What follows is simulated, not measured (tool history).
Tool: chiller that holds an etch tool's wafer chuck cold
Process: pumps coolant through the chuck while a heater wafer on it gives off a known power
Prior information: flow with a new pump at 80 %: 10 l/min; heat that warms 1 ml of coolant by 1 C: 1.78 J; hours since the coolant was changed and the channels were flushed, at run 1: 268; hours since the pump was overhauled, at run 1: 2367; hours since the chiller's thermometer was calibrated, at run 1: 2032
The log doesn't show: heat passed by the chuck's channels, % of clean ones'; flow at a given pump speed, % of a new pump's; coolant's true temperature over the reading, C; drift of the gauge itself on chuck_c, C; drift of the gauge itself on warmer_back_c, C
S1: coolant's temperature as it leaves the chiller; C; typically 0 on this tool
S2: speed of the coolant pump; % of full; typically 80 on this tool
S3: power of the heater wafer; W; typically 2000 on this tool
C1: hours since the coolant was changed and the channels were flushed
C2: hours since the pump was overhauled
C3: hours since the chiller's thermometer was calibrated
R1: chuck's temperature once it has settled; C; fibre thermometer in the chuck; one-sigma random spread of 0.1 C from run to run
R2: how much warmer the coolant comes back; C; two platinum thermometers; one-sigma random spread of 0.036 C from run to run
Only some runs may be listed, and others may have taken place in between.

Run 1, day 0.000: usual settings; C1 268; C2 2367; C3 2032. Result: R1 14.3 C, R2 6.97 C.
Run 2, day 3.342: usual settings; C1 349; C2 2447; C3 2113. Result: R1 14.4 C, R2 6.99 C.
Run 3, day 5.438: usual settings; C1 399; C2 2498; C3 2163. Result: R1 14.4 C, R2 7.01 C.
Run 4, day 7.304: usual settings; C1 444; C2 2542; C3 2208. Result: R1 14.5 C, R2 6.91 C.
Run 5, day 8.958: usual settings but S3 1221 W; C1 483; C2 2582; C3 2247. Result: R1 9.0 C, R2 4.27 C.
Run 6, day 10.950: usual settings but S3 1221 W; C1 531; C2 2630; C3 2295. Result: R1 9.0 C, R2 4.24 C.
At day 12.583: chiller's thermometer calibrated.
Run 7, day 13.692: usual settings but S2 71 % of full; C1 596; C2 2695; C3 27. Result: R1 16.4 C, R2 7.99 C.
Run 8, day 15.862: usual settings but S2 71 % of full; C1 648; C2 2747; C3 79. Result: R1 16.5 C, R2 7.95 C.
Run 9, day 19.825: usual settings but S2 71 % of full; C1 743; C2 2842; C3 174. Result: R1 16.5 C, R2 7.93 C.
Run 10, day 21.633: usual settings but S2 71 % of full, S3 2728 W; C1 787; C2 2885; C3 217. Result: R1 22.4 C, R2 10.88 C.
Run 11, day 25.462: usual settings but S1 6 C; C1 878; C2 2977; C3 309. Result: R1 21.0 C, R2 7.03 C.
Run 12, day 29.254: usual settings but S1 6 C; C1 969; C2 3068; C3 400. Result: R1 20.9 C, R2 7.03 C.
Run 13, day 32.921: usual settings but S3 2777 W; C1 1057; C2 3156; C3 488. Result: R1 20.6 C, R2 9.78 C.
Run 14, day 36.008: usual settings but S3 1388 W; C1 1131; C2 3230; C3 562. Result: R1 10.5 C, R2 4.90 C.
At day 37.192: chiller's thermometer calibrated, once more.
Run 15, day 38.392: usual settings but S3 1388 W; C1 1188; C2 3286; C3 29. Result: R1 10.2 C, R2 4.88 C.
Run 16, day 40.050: usual settings; C1 1228; C2 3326; C3 69. Result: R1 14.6 C, R2 7.10 C.
Run 17, day 42.271: usual settings but S2 98 % of full; C1 1281; C2 3380; C3 122. Result: R1 12.0 C, R2 5.67 C.
Run 18, day 46.038: usual settings but S3 2582 W; C1 1371; C2 3470; C3 212. Result: R1 18.9 C, R2 9.09 C.
Run 19, day 48.262: usual settings but S3 2582 W; C1 1425; C2 3523; C3 266. Result: R1 19.2 C, R2 9.13 C.
Run 20, day 50.475: usual settings but S3 2582 W; C1 1478; C2 3576; C3 319. Result: R1 19.0 C, R2 9.17 C.
Run 21, day 53.404: usual settings but S3 2582 W; C1 1548; C2 3647; C3 389. Result: R1 19.0 C, R2 9.16 C.
Run 22, day 57.083: usual settings but S1 9 C, S3 1799 W; C1 1636; C2 3735; C3 477. Result: R1 22.5 C, R2 6.26 C.
Run 23, day 59.196: usual settings but S1 9 C, S2 62 % of full, S3 1268 W; C1 1687; C2 3786; C3 528. Result: R1 21.1 C, R2 5.90 C.
Run 24, day 61.167: usual settings but S1 -4 C, S2 70 % of full, S3 1560 W; C1 1734; C2 3833; C3 575. Result: R1 9.3 C, R2 6.38 C.
Run 25, day 63.883: usual settings but S1 -4 C, S2 70 % of full, S3 1560 W; C1 1799; C2 3898; C3 641. Result: R1 9.3 C, R2 6.40 C.
Run 26, day 65.808: usual settings but S1 -3 C, S2 99 % of full, S3 1607 W; C1 1846; C2 3944; C3 687. Result: R1 6.8 C, R2 4.54 C.
Run 27, day 68.083: usual settings but S1 -3 C, S2 99 % of full, S3 1607 W; C1 1900; C2 3999; C3 741. Result: R1 7.0 C, R2 4.51 C.
Run 28, day 71.967: usual settings but S1 9 C, S2 92 % of full, S3 1084 W; C1 1994; C2 4092; C3 835. Result: R1 16.3 C, R2 3.36 C.
Run 29, day 74.246: usual settings but S1 8 C, S2 70 % of full; C1 2048; C2 4147; C3 889. Result: R1 25.2 C, R2 8.19 C.
Run 30, day 78.288: usual settings but S1 8 C, S2 70 % of full; C1 2145; C2 4244; C3 986. Result: R1 25.0 C, R2 8.23 C.
Run 31, day 81.104: usual settings but S1 10 C, S2 98 % of full, S3 1440 W; C1 2213; C2 4312; C3 1054. Result: R1 19.1 C, R2 4.12 C.

5 options for the next run, each taken on its own from the tool as it stands now. Forecast them:
Run A, day 85.054: usual settings but S3 2016 W; C1 2308; C2 4406; C3 1149. Result: R1 ?, R2 ?.
Run B, day 85.054: usual settings but S1 -8 C, S2 98 % of full, S3 1455 W; C1 2308; C2 4406; C3 1149. Result: R1 ?, R2 ?.
Run C, day 85.054: usual settings but S1 -9 C; C1 2308; C2 4406; C3 1149. Result: R1 ?, R2 ?.
Run D, day 85.054: usual settings but S1 2 C, S2 69 % of full, S3 1721 W; C1 2308; C2 4406; C3 1149. Result: R1 ?, R2 ?.
Run E, day 85.054: usual settings but S1 -5 C, S2 91 % of full, S3 1317 W; C1 2308; C2 4406; C3 1149. Result: R1 ?, R2 ?.

run    R1    R2
  A  15.3  7.16
  B   1.4  4.23
  C   6.4  7.16
  D  17.3  7.20
  E   4.0  4.04
What these runs would have given with no unlogged condition in the tool:
run    R1    R2
  A  13.6  6.76
  B   0.3  3.99
  C   4.7  6.76
  D  15.6  6.79
  E   3.0  3.81
